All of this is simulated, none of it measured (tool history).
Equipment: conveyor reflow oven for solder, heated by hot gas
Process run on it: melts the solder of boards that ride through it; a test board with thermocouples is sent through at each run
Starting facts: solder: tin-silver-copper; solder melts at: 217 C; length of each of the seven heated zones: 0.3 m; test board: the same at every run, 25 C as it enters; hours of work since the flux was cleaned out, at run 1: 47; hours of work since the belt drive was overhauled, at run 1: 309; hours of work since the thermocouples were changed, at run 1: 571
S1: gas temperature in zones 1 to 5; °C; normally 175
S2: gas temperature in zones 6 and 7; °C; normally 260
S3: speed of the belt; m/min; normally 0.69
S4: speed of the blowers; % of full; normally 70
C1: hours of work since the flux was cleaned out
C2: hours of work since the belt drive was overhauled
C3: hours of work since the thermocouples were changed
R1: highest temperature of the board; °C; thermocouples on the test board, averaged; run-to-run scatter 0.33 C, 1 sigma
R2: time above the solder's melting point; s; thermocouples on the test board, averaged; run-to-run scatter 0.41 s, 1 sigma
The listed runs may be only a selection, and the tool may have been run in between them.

{"run": 1, "hour": 0.0, "S1": 175, "S2": 260, "S3": 0.69, "S4": 70, "C1": 47, "C2": 309, "C3": 571, "R1": 248.4, "R2": 38.8}
{"run": 2, "hour": 9.1, "S1": 175, "S2": 260, "S3": 0.69, "S4": 70, "C1": 54, "C2": 316, "C3": 578, "R1": 248.5, "R2": 39.2}
{"run": 3, "hour": 18.0, "S1": 175, "S2": 260, "S3": 0.69, "S4": 70, "C1": 61, "C2": 322, "C3": 584, "R1": 248.7, "R2": 37.5}
{"run": 4, "hour": 27.2, "S1": 175, "S2": 260, "S3": 0.69, "S4": 70, "C1": 68, "C2": 329, "C3": 591, "R1": 248.2, "R2": 38.7}
{"run": 5, "hour": 34.7, "S1": 175, "S2": 260, "S3": 0.69, "S4": 70, "C1": 74, "C2": 335, "C3": 597, "R1": 248.1, "R2": 38.3}
{"run": 6, "hour": 41.0, "S1": 175, "S2": 260, "S3": 0.69, "S4": 70, "C1": 78, "C2": 340, "C3": 602, "R1": 249.2, "R2": 38.2}
{"run": 7, "hour": 50.3, "S1": 179, "S2": 260, "S3": 0.69, "S4": 70, "C1": 86, "C2": 347, "C3": 609, "R1": 248.7, "R2": 40.2}
{"run": 8, "hour": 59.3, "S1": 179, "S2": 260, "S3": 0.69, "S4": 70, "C1": 92, "C2": 354, "C3": 616, "R1": 249.1, "R2": 39.1}
{"run": 9, "hour": 67.6, "S1": 175, "S2": 260, "S3": 0.69, "S4": 70, "C1": 99, "C2": 360, "C3": 622, "R1": 248.1, "R2": 37.6}
{"run": 10, "hour": 74.2, "S1": 175, "S2": 260, "S3": 0.69, "S4": 70, "C1": 104, "C2": 365, "C3": 627, "R1": 248.7, "R2": 38.4}
{"run": 11, "hour": 83.4, "S1": 175, "S2": 260, "S3": 0.69, "S4": 70, "C1": 111, "C2": 372, "C3": 634, "R1": 248.5, "R2": 38.7}
{"run": 12, "hour": 88.4, "S1": 175, "S2": 260, "S3": 0.69, "S4": 70, "C1": 114, "C2": 376, "C3": 638, "R1": 248.6, "R2": 38.3}
{"run": 13, "hour": 93.4, "S1": 175, "S2": 260, "S3": 0.69, "S4": 70, "C1": 118, "C2": 379, "C3": 642, "R1": 248.6, "R2": 38.6}
{"run": 14, "hour": 98.4, "S1": 175, "S2": 260, "S3": 0.69, "S4": 70, "C1": 122, "C2": 383, "C3": 645, "R1": 248.3, "R2": 38.8}
{"run": 15, "hour": 106.1, "S1": 175, "S2": 260, "S3": 0.69, "S4": 70, "C1": 128, "C2": 389, "C3": 651, "R1": 249.2, "R2": 38.8}
{"run": 16, "hour": 110.8, "S1": 175, "S2": 260, "S3": 0.69, "S4": 70, "C1": 131, "C2": 393, "C3": 655, "R1": 248.1, "R2": 38.3}
{"run": 17, "hour": 117.0, "S1": 175, "S2": 270, "S3": 0.747, "S4": 52, "C1": 136, "C2": 397, "C3": 660, "R1": 250.4, "R2": 35}
{"run": 18, "hour": 125.9, "S1": 175, "S2": 263, "S3": 0.747, "S4": 52, "C1": 143, "C2": 404, "C3": 666, "R1": 243.5, "R2": 31.4}

What does the tool deliver on the next run?
{"run": 19, "hour": 136.6, "S1": 175, "S2": 263, "S3": 0.567, "S4": 52, "C1": 151, "C2": 412, "C3": 674, "R1": "?", "R2": "?"}

R1: 252.3 °C
R2: 49.7 s
The same run, on a tool lacking any hidden state, would have yielded R1 251.8 °C, R2 49 s.

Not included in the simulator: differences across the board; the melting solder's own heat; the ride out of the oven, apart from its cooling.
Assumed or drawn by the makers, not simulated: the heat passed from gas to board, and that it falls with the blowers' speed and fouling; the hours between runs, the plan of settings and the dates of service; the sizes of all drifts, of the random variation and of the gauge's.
